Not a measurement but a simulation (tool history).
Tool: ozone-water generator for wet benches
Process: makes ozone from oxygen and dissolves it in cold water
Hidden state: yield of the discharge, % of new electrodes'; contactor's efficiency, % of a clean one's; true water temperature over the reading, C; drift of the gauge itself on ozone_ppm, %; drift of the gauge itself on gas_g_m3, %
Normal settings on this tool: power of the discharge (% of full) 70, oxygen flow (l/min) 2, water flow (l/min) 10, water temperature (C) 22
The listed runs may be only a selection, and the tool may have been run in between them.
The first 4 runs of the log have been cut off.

| run | day | power of the discharge (% of full) | oxygen flow (l/min) | water flow (l/min) | water temperature (C) | hours of work since the electrodes were changed | hours of work since the contactor was cleaned | hours of work since the thermometer was calibrated | dissolved ozone (ppm) | ozone in the gas ahead of the water (g/m3) |
|---|---|---|---|---|---|---|---|---|---|---|
| 5 | 17.392 | 70 | 2 | 10 | 30 | 4033 | 6273 | 2365 | 20.2 | 252.6 |
| 6 | 22.6 | 70 | 2 | 10 | 30 | 4111 | 6351 | 2443 | 20 | 257 |
| 7 | 29.033 | 53 | 2 | 10 | 22 | 4208 | 6448 | 2540 | 17.6 | 200.7 |
| 8 | 32.762 | 53 | 2 | 10 | 22 | 4264 | 6504 | 2596 | 17.7 | 201.4 |
| 9 | 39.012 | 53 | 2 | 10 | 22 | 4358 | 6598 | 2690 | 17.8 | 202.8 |
| 10 | 42.408 | 53 | 2 | 10 | 22 | 4409 | 6649 | 2741 | 17.6 | 201.5 |
| 11 | 47.717 | 53 | 2 | 10 | 22 | 4489 | 6729 | 2821 | 17.5 | 201 |
| 12 | 53.692 | 53 | 2.81 | 10 | 22 | 4579 | 6819 | 2911 | 17.5 | 164.1 |
| 13 | 60.167 | 53 | 2.81 | 10 | 22 | 4676 | 6916 | 3008 | 17.5 | 166.6 |
| 14 | 65.383 | 70 | 2 | 10 | 22 | 4755 | 6995 | 3087 | 22.3 | 253.4 |
| 15 | 68.975 | 70 | 2 | 10 | 22 | 4809 | 7049 | 3141 | 22.4 | 256.3 |
|  | 70.125 | water thermometer calibrated |
| 16 | 75.325 | 80 | 2 | 13 | 22 | 4904 | 7144 | 78 | 19.8 | 290 |
| 17 | 80.812 | 70 | 2 | 10 | 17 | 4987 | 7226 | 161 | 23.9 | 257.8 |
| 18 | 87.096 | 65 | 1.38 | 11 | 17 | 5081 | 7321 | 255 | 20.2 | 299.6 |
| 19 | 91.396 | 65 | 1.38 | 11 | 17 | 5146 | 7386 | 320 | 19.7 | 298.7 |
| 20 | 97.321 | 55 | 3.2 | 11 | 17 | 5235 | 7475 | 409 | 17.8 | 159.1 |
| 21 | 100.75 | 86 | 3.2 | 6 | 17 | 5287 | 7526 | 461 | 39.7 | 230.2 |
| 22 | 106.154 | 86 | 3.06 | 6 | 16 | 5368 | 7608 | 542 | 41 | 238.7 |
| 23 | 112.867 | 82 | 2 | 10 | 22 | 5469 | 7709 | 643 | 25.9 | 294.7 |
| 24 | 116.871 | 70 | 2 | 10 | 22 | 5529 | 7769 | 703 | 22.1 | 256.9 |
| 25 | 122.992 | 70 | 2 | 10 | 22 | 5621 | 7861 | 795 | 22.3 | 258.1 |
| 26 | 128.308 | 52 | 2 | 9 | 22 | 5701 | 7941 | 875 | 19.1 | 201.1 |
| 27 | 132.521 | 70 | 2 | 8 | 25 | 5764 | 8004 | 939 | 26 | 259.9 |
| 28 | 138.862 | 70 | 2 | 8 | 25 | 5860 | 8100 | 1034 | 25.6 | 256.4 |
| 29 | 143.146 | 70 | 2 | 8 | 25 | 5924 | 8164 | 1098 | 25.7 | 261.1 |

What will run 30 give?
| 30 | 148.742 | 73 | 2 | 10 | 16 | 6008 | 8248 | 1183 | ? | ? |

dissolved ozone (ppm): 24.9
ozone in the gas ahead of the water (g/m3): 268.6
Minus the tool's unlogged condition, the same run would have read dissolved ozone (ppm) 24.9, ozone in the gas ahead of the water (g/m3) 263.3.

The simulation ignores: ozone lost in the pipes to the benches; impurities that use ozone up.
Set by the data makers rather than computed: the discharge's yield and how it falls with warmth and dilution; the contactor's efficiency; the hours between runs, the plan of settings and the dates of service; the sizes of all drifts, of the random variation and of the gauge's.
